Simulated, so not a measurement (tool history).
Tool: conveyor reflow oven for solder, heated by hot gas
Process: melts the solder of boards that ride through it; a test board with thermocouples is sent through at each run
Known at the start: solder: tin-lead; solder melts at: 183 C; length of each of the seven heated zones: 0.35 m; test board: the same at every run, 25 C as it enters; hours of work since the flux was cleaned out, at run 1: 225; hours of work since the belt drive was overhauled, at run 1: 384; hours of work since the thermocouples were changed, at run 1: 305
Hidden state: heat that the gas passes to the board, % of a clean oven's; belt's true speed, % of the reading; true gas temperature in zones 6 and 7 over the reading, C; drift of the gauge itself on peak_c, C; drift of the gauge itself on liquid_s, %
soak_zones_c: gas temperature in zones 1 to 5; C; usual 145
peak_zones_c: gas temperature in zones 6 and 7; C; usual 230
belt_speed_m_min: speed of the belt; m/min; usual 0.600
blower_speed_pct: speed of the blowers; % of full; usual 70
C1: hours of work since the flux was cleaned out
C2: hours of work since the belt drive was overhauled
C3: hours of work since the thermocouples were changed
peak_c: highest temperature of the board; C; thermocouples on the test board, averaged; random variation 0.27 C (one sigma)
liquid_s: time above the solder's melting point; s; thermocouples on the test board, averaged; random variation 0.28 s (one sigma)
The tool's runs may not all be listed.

{"run": 1, "hour": 0.0, "soak_zones_c": 145, "peak_zones_c": 230, "belt_speed_m_min": 0.6, "blower_speed_pct": 70, "C1": 225, "C2": 384, "C3": 305, "peak_c": 212.4, "liquid_s": 50.2}
{"run": 2, "hour": 18.1, "soak_zones_c": 134, "peak_zones_c": 230, "belt_speed_m_min": 0.6, "blower_speed_pct": 70, "C1": 232, "C2": 392, "C3": 313, "peak_c": 209.8, "liquid_s": 44.5}
{"run": 3, "hour": 52.0, "soak_zones_c": 134, "peak_zones_c": 230, "belt_speed_m_min": 0.6, "blower_speed_pct": 70, "C1": 247, "C2": 406, "C3": 328, "peak_c": 209.9, "liquid_s": 44.1}
{"hour": 68.9, "done": "flux residue cleaned out of gas plates and filters"}
{"run": 4, "hour": 73.4, "soak_zones_c": 134, "peak_zones_c": 230, "belt_speed_m_min": 0.665, "blower_speed_pct": 70, "C1": 2, "C2": 413, "C3": 335, "peak_c": 208.1, "liquid_s": 38.8}
{"run": 5, "hour": 107.0, "soak_zones_c": 145, "peak_zones_c": 230, "belt_speed_m_min": 0.6, "blower_speed_pct": 70, "C1": 17, "C2": 428, "C3": 350, "peak_c": 213.6, "liquid_s": 52.6}
{"run": 6, "hour": 129.6, "soak_zones_c": 145, "peak_zones_c": 230, "belt_speed_m_min": 0.6, "blower_speed_pct": 77, "C1": 26, "C2": 438, "C3": 360, "peak_c": 215.3, "liquid_s": 54.1}
{"run": 7, "hour": 153.8, "soak_zones_c": 145, "peak_zones_c": 230, "belt_speed_m_min": 0.6, "blower_speed_pct": 77, "C1": 37, "C2": 449, "C3": 370, "peak_c": 216.0, "liquid_s": 53.7}
{"run": 8, "hour": 186.4, "soak_zones_c": 145, "peak_zones_c": 230, "belt_speed_m_min": 0.6, "blower_speed_pct": 77, "C1": 51, "C2": 463, "C3": 384, "peak_c": 215.1, "liquid_s": 54.0}
{"run": 9, "hour": 217.1, "soak_zones_c": 144, "peak_zones_c": 230, "belt_speed_m_min": 0.655, "blower_speed_pct": 61, "C1": 65, "C2": 476, "C3": 398, "peak_c": 207.6, "liquid_s": 41.3}
{"run": 10, "hour": 250.0, "soak_zones_c": 135, "peak_zones_c": 230, "belt_speed_m_min": 0.6, "blower_speed_pct": 51, "C1": 79, "C2": 490, "C3": 412, "peak_c": 203.7, "liquid_s": 37.6}
{"run": 11, "hour": 273.6, "soak_zones_c": 142, "peak_zones_c": 230, "belt_speed_m_min": 0.512, "blower_speed_pct": 70, "C1": 89, "C2": 501, "C3": 422, "peak_c": 216.8, "liquid_s": 64.5}
{"run": 12, "hour": 294.4, "soak_zones_c": 142, "peak_zones_c": 230, "belt_speed_m_min": 0.512, "blower_speed_pct": 70, "C1": 98, "C2": 510, "C3": 432, "peak_c": 217.8, "liquid_s": 64.9}
{"run": 13, "hour": 329.9, "soak_zones_c": 154, "peak_zones_c": 230, "belt_speed_m_min": 0.524, "blower_speed_pct": 51, "C1": 114, "C2": 525, "C3": 447, "peak_c": 213.9, "liquid_s": 63.4}
{"run": 14, "hour": 347.4, "soak_zones_c": 153, "peak_zones_c": 238, "belt_speed_m_min": 0.524, "blower_speed_pct": 51, "C1": 121, "C2": 533, "C3": 455, "peak_c": 219.8, "liquid_s": 68.2}
{"run": 15, "hour": 366.4, "soak_zones_c": 150, "peak_zones_c": 218, "belt_speed_m_min": 0.503, "blower_speed_pct": 70, "C1": 130, "C2": 541, "C3": 463, "peak_c": 208.5, "liquid_s": 61.3}

Forecast each of these 5 alternatives for the next run:
{"run": "A", "hour": 401.2, "soak_zones_c": 145, "peak_zones_c": 233, "belt_speed_m_min": 0.6, "blower_speed_pct": 70, "C1": 145, "C2": 556, "C3": 478, "peak_c": "?", "liquid_s": "?"}
{"run": "B", "hour": 401.2, "soak_zones_c": 150, "peak_zones_c": 218, "belt_speed_m_min": 0.506, "blower_speed_pct": 76, "C1": 145, "C2": 556, "C3": 478, "peak_c": "?", "liquid_s": "?"}
{"run": "C", "hour": 401.2, "soak_zones_c": 133, "peak_zones_c": 218, "belt_speed_m_min": 0.503, "blower_speed_pct": 52, "C1": 145, "C2": 556, "C3": 478, "peak_c": "?", "liquid_s": "?"}
{"run": "D", "hour": 401.2, "soak_zones_c": 150, "peak_zones_c": 229, "belt_speed_m_min": 0.524, "blower_speed_pct": 56, "C1": 145, "C2": 556, "C3": 478, "peak_c": "?", "liquid_s": "?"}
{"run": "E", "hour": 401.2, "soak_zones_c": 156, "peak_zones_c": 244, "belt_speed_m_min": 0.6, "blower_speed_pct": 51, "C1": 145, "C2": 556, "C3": 478, "peak_c": "?", "liquid_s": "?"}

run=A peak_c=215.2 liquid_s=53.8
run=B peak_c=209.3 liquid_s=62.2
run=C peak_c=200.4 liquid_s=41.1
run=D peak_c=213.3 liquid_s=61.5
run=E peak_c=220.3 liquid_s=60.4
Without the tool's hidden state the same runs would have given:
run=A peak_c=215.9 liquid_s=54.0
run=B peak_c=209.6 liquid_s=62.4
run=C peak_c=200.7 liquid_s=41.5
run=D peak_c=213.6 liquid_s=61.4
run=E peak_c=220.7 liquid_s=60.2
